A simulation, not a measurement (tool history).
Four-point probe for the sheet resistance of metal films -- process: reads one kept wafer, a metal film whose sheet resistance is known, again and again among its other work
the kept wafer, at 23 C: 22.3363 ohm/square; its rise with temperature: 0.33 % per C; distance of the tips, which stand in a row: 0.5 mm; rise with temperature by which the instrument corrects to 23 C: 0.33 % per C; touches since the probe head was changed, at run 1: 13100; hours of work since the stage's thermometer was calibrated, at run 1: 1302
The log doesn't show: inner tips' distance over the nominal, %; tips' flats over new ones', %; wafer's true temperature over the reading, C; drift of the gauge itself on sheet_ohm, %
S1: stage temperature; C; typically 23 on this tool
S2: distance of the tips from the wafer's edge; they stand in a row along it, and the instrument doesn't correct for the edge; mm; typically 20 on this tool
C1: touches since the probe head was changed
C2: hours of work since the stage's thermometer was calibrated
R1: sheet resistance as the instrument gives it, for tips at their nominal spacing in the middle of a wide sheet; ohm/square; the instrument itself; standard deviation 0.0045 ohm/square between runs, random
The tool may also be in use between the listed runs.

| run | hour | S1 | S2 | C1 | C2 | R1 |
|---|---|---|---|---|---|---|
| 1 | 0 | 23 | 20 | 13100 | 1302 | 22.339525 |
| 2 | 13.2 | 23 | 12 | 13312 | 1311 | 22.359241 |
| 3 | 35.5 | 23 | 12 | 13669 | 1327 | 22.360623 |
| 4 | 52.5 | 23 | 12 | 13942 | 1338 | 22.365555 |
| 5 | 65.2 | 22 | 20 | 14145 | 1347 | 22.336645 |
| 6 | 84.7 | 22 | 20 | 14458 | 1361 | 22.338202 |
| 7 | 96.3 | 22 | 20 | 14644 | 1369 | 22.349064 |
| 8 | 112.5 | 22 | 20 | 14903 | 1380 | 22.338287 |
| 9 | 135.1 | 34 | 20 | 15265 | 1396 | 22.344931 |
| 10 | 148.2 | 34 | 20 | 15475 | 1405 | 22.345714 |
| 11 | 166.1 | 34 | 20 | 15762 | 1417 | 22.344078 |
| 12 | 189.3 | 23 | 67 | 16133 | 1433 | 22.333807 |
| 13 | 208.9 | 23 | 20 | 16447 | 1447 | 22.351338 |
| 14 | 221.4 | 23 | 20 | 16648 | 1456 | 22.34619 |
| 15 | 233.1 | 23 | 20 | 16835 | 1464 | 22.34745 |
| 16 | 250.8 | 23 | 20 | 17119 | 1476 | 22.344641 |
| 17 | 274.1 | 23 | 20 | 17492 | 1492 | 22.346208 |
| 18 | 296.6 | 23 | 20 | 17853 | 1508 | 22.341731 |
| 19 | 312.1 | 30 | 20 | 18101 | 1519 | 22.34867 |
| 20 | 323.5 | 23 | 20 | 18283 | 1527 | 22.346811 |
| 21 | 346 | 24 | 39 | 18643 | 1542 | 22.341134 |
|  | 362.5 | stage's thermometer calibrated |
| 22 | 368.1 | 24 | 39 | 18990 | 4 | 22.331416 |
| 23 | 380.6 | 24 | 39 | 19190 | 13 | 22.340221 |
| 24 | 393.6 | 24 | 39 | 19399 | 22 | 22.335657 |
| 25 | 413.4 | 22 | 5 | 19716 | 35 | 22.456301 |
| 26 | 427.7 | 35 | 11 | 19945 | 45 | 22.362101 |
| 27 | 443.2 | 19 | 10 | 20194 | 56 | 22.358865 |
| 28 | 453.8 | 27 | 55 | 20362 | 63 | 22.340168 |
| 29 | 471.7 | 27 | 40 | 20649 | 76 | 22.341736 |
| 30 | 485.6 | 29 | 40 | 20872 | 86 | 22.336861 |
| 31 | 504.6 | 29 | 40 | 21176 | 99 | 22.332936 |
| 32 | 527.2 | 29 | 40 | 21538 | 114 | 22.337936 |
| 33 | 544 | 29 | 40 | 21808 | 126 | 22.332383 |
| 34 | 565.1 | 29 | 5 | 22146 | 141 | 22.453663 |
| 35 | 586.5 | 29 | 5 | 22488 | 156 | 22.462682 |
| 36 | 609.1 | 21 | 5 | 22851 | 171 | 22.455813 |
| 37 | 623 | 29 | 15 | 23074 | 181 | 22.346549 |
| 38 | 640.1 | 34 | 60 | 23347 | 193 | 22.343328 |
| 39 | 660.5 | 31 | 5 | 23674 | 207 | 22.450551 |

What if the next run were any one of these 3? Each begins from the tool's condition after run 39:
| A | 680.4 | 34 | 62 | 23994 | 221 | ? |
| B | 680.4 | 31 | 41 | 23994 | 221 | ? |
| C | 680.4 | 23 | 20 | 23994 | 221 | ? |

| run | R1 |
|---|---|
| A | 22.338901 |
| B | 22.338743 |
| C | 22.332489 |
Stripped of hidden state, with their random variation kept, the same runs would have yielded:
| run | R1 |
|---|---|
| A | 22.339486 |
| B | 22.339327 |
| C | 22.33307 |
